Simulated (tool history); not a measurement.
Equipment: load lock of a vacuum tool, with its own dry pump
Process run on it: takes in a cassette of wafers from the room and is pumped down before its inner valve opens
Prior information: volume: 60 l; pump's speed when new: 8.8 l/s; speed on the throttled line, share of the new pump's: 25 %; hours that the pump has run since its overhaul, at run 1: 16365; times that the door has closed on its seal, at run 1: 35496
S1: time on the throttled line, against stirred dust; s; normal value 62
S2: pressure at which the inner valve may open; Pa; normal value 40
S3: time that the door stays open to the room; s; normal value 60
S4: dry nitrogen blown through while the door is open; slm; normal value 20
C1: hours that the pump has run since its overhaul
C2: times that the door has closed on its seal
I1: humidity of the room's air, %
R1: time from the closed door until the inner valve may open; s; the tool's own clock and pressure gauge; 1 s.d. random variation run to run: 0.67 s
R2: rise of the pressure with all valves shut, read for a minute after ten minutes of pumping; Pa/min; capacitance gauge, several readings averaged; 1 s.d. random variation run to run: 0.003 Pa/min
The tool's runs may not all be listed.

Run 1, hour 0: usual settings; C1 16365; C2 35496; I1 43.1. Result: R1 106.3 s, R2 0.299 Pa/min.
Run 2, hour 217.8: usual settings; C1 16583; C2 36081; I1 44.3. Result: R1 107.6 s, R2 0.312 Pa/min.
Run 3, hour 445.1: usual settings but S3 43 s; C1 16810; C2 36693; I1 47.2. Result: R1 105.2 s, R2 0.313 Pa/min.
Run 4, hour 693.2: usual settings but S1 50 s; C1 17058; C2 37360; I1 47.7. Result: R1 98.3 s, R2 0.324 Pa/min.
At hour 904.3: dry pump taken out, an overhauled one fitted.
Run 5, hour 973.2: usual settings but S1 50 s; C1 69; C2 38097; I1 44.5. Result: R1 91.1 s, R2 0.335 Pa/min.
Run 6, hour 1191.4: usual settings but S1 50 s; C1 287; C2 38683; I1 48.3. Result: R1 91 s, R2 0.339 Pa/min.
Run 7, hour 1524.1: usual settings but S3 27 s; C1 620; C2 39578; I1 44.4. Result: R1 99.7 s, R2 0.338 Pa/min.
Run 8, hour 1888.2: usual settings but S3 27 s; C1 984; C2 40557; I1 45. Result: R1 101 s, R2 0.355 Pa/min.
Run 9, hour 2289.9: usual settings but S3 27 s; C1 1386; C2 41638; I1 43.7. Result: R1 101.3 s, R2 0.372 Pa/min.
Run 10, hour 2648.8: usual settings but S3 27 s; C1 1745; C2 42603; I1 44.2. Result: R1 100.1 s, R2 0.384 Pa/min.
Run 11, hour 2813.9: usual settings but S3 30 s; C1 1910; C2 43047; I1 43.2. Result: R1 100.3 s, R2 0.398 Pa/min.
Run 12, hour 3042.2: usual settings but S3 30 s; C1 2138; C2 43661; I1 44.3. Result: R1 100.6 s, R2 0.408 Pa/min.
Run 13, hour 3309.4: usual settings but S2 63 Pa; C1 2405; C2 44379; I1 45.8. Result: R1 97.9 s, R2 0.432 Pa/min.
Run 14, hour 3665: usual settings but S2 63 Pa, S4 6 slm; C1 2761; C2 45336; I1 46.1. Result: R1 98.3 s, R2 0.451 Pa/min.
Run 15, hour 3952.5: usual settings but S2 45 Pa; C1 3048; C2 46109; I1 47.1. Result: R1 100.8 s, R2 0.45 Pa/min.
Run 16, hour 4209.7: usual settings but S2 45 Pa; C1 3305; C2 46801; I1 43.4. Result: R1 101.3 s, R2 0.46 Pa/min.
Run 17, hour 4528.1: usual settings but S2 31 Pa; C1 3624; C2 47657; I1 45. Result: R1 103 s, R2 0.475 Pa/min.
Run 18, hour 4710.3: usual settings but S2 34 Pa; C1 3806; C2 48147; I1 45.7. Result: R1 103.6 s, R2 0.481 Pa/min.
Run 19, hour 4875.8: usual settings but S2 34 Pa; C1 3971; C2 48592; I1 46.7. Result: R1 101.3 s, R2 0.494 Pa/min.
Run 20, hour 5099.3: usual settings but S1 57 s, S2 50 Pa, S3 149 s, S4 13 slm; C1 4195; C2 49193; I1 44.7. Result: R1 96.7 s, R2 0.535 Pa/min.
Run 21, hour 5399.2: usual settings but S1 92 s, S2 42 Pa, S3 26 s, S4 28 slm; C1 4495; C2 49999; I1 48. Result: R1 122.9 s, R2 0.501 Pa/min.
Run 22, hour 5766.3: usual settings but S1 92 s, S2 71 Pa, S3 26 s, S4 43 slm; C1 4862; C2 50987; I1 49.1. Result: R1 121.3 s, R2 0.509 Pa/min.
Run 23, hour 6074: usual settings but S2 63 Pa; C1 5170; C2 51814; I1 45.6. Result: R1 98.7 s, R2 0.535 Pa/min.
Run 24, hour 6306.5: usual settings but S2 63 Pa; C1 5402; C2 52439; I1 45.2. Result: R1 98.4 s, R2 0.555 Pa/min.
Run 25, hour 6485.9: usual settings but S1 58 s, S2 57 Pa; C1 5582; C2 52922; I1 44.6. Result: R1 96.1 s, R2 0.575 Pa/min.
Run 26, hour 6699.4: usual settings but S1 58 s, S2 57 Pa; C1 5795; C2 53496; I1 45. Result: R1 96.2 s, R2 0.585 Pa/min.
Run 27, hour 7009.6: usual settings but S1 58 s, S2 57 Pa; C1 6105; C2 54330; I1 47.1. Result: R1 97.2 s, R2 0.587 Pa/min.
Run 28, hour 7325.1: usual settings but S3 43 s, S4 44 slm; C1 6421; C2 55179; I1 42.8. Result: R1 101.8 s, R2 0.577 Pa/min.
Run 29, hour 7707.2: usual settings but S3 43 s, S4 44 slm; C1 6803; C2 56206; I1 45. Result: R1 102.4 s, R2 0.612 Pa/min.
At hour 8051: door's seal changed, seat wiped.
Run 30, hour 8051: usual settings but S3 43 s, S4 44 slm; C1 7145; C2 0; I1 42.7. Result: R1 102.7 s, R2 0.014 Pa/min.
Run 31, hour 8215.6: usual settings but S1 98 s, S2 34 Pa, S3 43 s, S4 18 slm; C1 7310; C2 442; I1 47.5. Result: R1 130.4 s, R2 0.038 Pa/min.
Run 32, hour 8463.4: usual settings but S1 98 s, S2 34 Pa, S3 157 s, S4 11 slm; C1 7558; C2 1109; I1 47.2. Result: R1 130.4 s, R2 0.102 Pa/min.
Run 33, hour 8679: usual settings but S1 38 s, S2 55 Pa, S3 157 s, S4 11 slm; C1 7773; C2 1689; I1 44.4. Result: R1 82.3 s, R2 0.102 Pa/min.
Run 34, hour 8862: usual settings but S1 32 s, S2 61 Pa, S4 10 slm; C1 7956; C2 2181; I1 44.4. Result: R1 77.7 s, R2 0.058 Pa/min.
Run 35, hour 9163: usual settings but S1 32 s, S2 61 Pa, S4 10 slm; C1 8257; C2 2990; I1 43.6. Result: R1 77.4 s, R2 0.056 Pa/min.
Run 36, hour 9338.4: usual settings but S1 39 s, S2 52 Pa, S3 78 s, S4 4 slm; C1 8433; C2 3462; I1 43.2. Result: R1 85 s, R2 0.082 Pa/min.
Run 37, hour 9544.3: usual settings but S1 50 s, S3 231 s; C1 8639; C2 4016; I1 45.5. Result: R1 95.2 s, R2 0.117 Pa/min.

Per-run results on a tool with no hidden state, each run keeping its own random variation:
The hidden state here: pump's speed, % of a new pump's; leak at the door's seal, Pa l/s; drift of the gauge itself on ready_s, %; drift of the gauge itself on rise_pa_min, %.
run     R1     R2
  1  100.4  0.037
  2  101.6  0.042
  3   99.2  0.032
  4   91.8  0.042
  5     91  0.041
  6   90.8  0.042
  7   99.3  0.019
  8  100.5  0.024
  9  100.7  0.025
 10   99.4  0.023
 11   99.4  0.025
 12   99.7  0.026
 13   97.1   0.04
 14   97.5  0.054
 15   99.7  0.037
 16  100.2  0.035
 17  101.7   0.04
 18  102.2   0.04
 19   99.9  0.041
 20   95.2  0.085
 21  121.7  0.026
 22  120.1  0.019
 23   97.1  0.039
 24   96.7  0.042
 25   94.3  0.041
 26   94.3  0.044
 27   95.2  0.044
 28   99.5  0.022
 29    100  0.025
 30  100.3  0.013
 31  128.5  0.036
 32  128.4  0.098
 33   79.4  0.095
 34   74.7   0.05
 35   74.3  0.045
 36   81.8  0.069
 37     92  0.102
